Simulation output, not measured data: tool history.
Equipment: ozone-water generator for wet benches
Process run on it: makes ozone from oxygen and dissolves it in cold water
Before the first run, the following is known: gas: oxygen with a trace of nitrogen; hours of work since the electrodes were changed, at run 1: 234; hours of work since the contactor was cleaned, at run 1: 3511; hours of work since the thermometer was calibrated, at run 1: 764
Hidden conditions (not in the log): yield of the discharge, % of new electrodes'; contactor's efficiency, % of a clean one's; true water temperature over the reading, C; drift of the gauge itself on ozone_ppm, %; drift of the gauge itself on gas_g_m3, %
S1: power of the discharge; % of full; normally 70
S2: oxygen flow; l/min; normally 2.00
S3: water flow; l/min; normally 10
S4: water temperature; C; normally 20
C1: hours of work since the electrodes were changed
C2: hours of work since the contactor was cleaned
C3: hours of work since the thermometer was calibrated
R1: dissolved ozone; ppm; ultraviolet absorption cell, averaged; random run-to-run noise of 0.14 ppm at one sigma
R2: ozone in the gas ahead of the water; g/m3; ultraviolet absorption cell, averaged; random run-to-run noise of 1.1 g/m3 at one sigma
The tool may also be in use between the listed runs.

run	hour	S1	S2	S3	S4	C1	C2	C3	R1	R2
1	0.0	70	2.00	10	20	234	3511	764	18.0	192.3
2	21.4	70	2.00	10	20	251	3527	780	18.0	192.1
3	53.0	70	2.00	8	20	275	3551	805	21.2	192.3
4	73.3	70	2.00	8	20	290	3567	820	21.5	191.6
5	101.9	70	2.20	10	20	312	3589	842	18.3	184.1
6	127.8	70	2.00	10	20	332	3608	862	17.9	191.1
7	157.6	70	2.00	10	20	354	3631	884	17.9	192.5
8	189.2	70	2.00	10	20	379	3655	908	18.2	192.2
9	221.5	70	2.00	10	20	403	3680	933	17.9	192.7
10	240.5	70	2.00	10	15	418	3694	948	19.3	192.6
11	261.5	70	2.00	10	21	434	3710	964	17.7	193.2
12	286.9	70	2.00	10	21	453	3730	983	17.8	191.2
# hour 301.2: contactor cleaned
13	309.0	70	2.00	10	21	467	6	997	18.4	192.2
14	333.2	70	2.00	10	13	485	24	1015	19.9	191.9
15	350.9	70	2.00	10	15	499	38	1029	19.5	191.6
16	381.8	46	2.00	10	15	522	61	1052	13.5	133.6
17	408.5	46	2.00	10	15	543	82	1073	13.5	134.2
18	435.7	94	3.54	6	20	564	103	1093	33.5	195.4
19	458.1	44	3.45	10	27	581	120	1111	11.8	103.1
20	487.5	44	3.45	10	27	603	142	1133	11.5	103.1
21	512.2	44	3.45	10	27	622	161	1152	11.5	102.5
22	535.7	44	3.45	10	27	640	179	1170	11.5	103.1
23	566.9	70	2.69	10	20	664	203	1194	19.0	167.4
24	602.4	56	2.62	14	20	691	230	1221	12.1	140.8
25	634.8	70	1.22	13	13	715	255	1245	13.2	234.9
26	669.9	70	1.22	13	13	742	281	1272	13.3	232.8
27	696.1	87	1.02	14	18	762	301	1292	13.5	306.9
28	730.4	87	1.02	14	18	788	327	1318	13.7	302.9
29	757.8	87	1.02	14	18	809	348	1339	13.6	301.2
30	775.9	87	1.02	14	18	823	362	1353	13.4	302.3
31	810.8	87	1.02	14	18	850	389	1380	13.6	301.4
32	838.5	48	2.00	11	20	871	410	1401	12.2	139.2
33	870.9	70	2.00	8	19	896	435	1425	21.3	189.8

Forecast each of these 3 alternatives for the next run:
A	888.8	76	2.60	10	28	909	448	1439	?	?
B	888.8	70	1.17	10	13	909	448	1439	?	?
C	888.8	70	2.00	10	12	909	448	1439	?	?

run	R1	R2
A	17.7	185.7
B	16.7	240.4
C	19.8	192.7
Without the tool's unlogged condition, the same runs would have read:
run	R1	R2
A	17.9	186.7
B	16.9	241.6
C	20.0	193.6
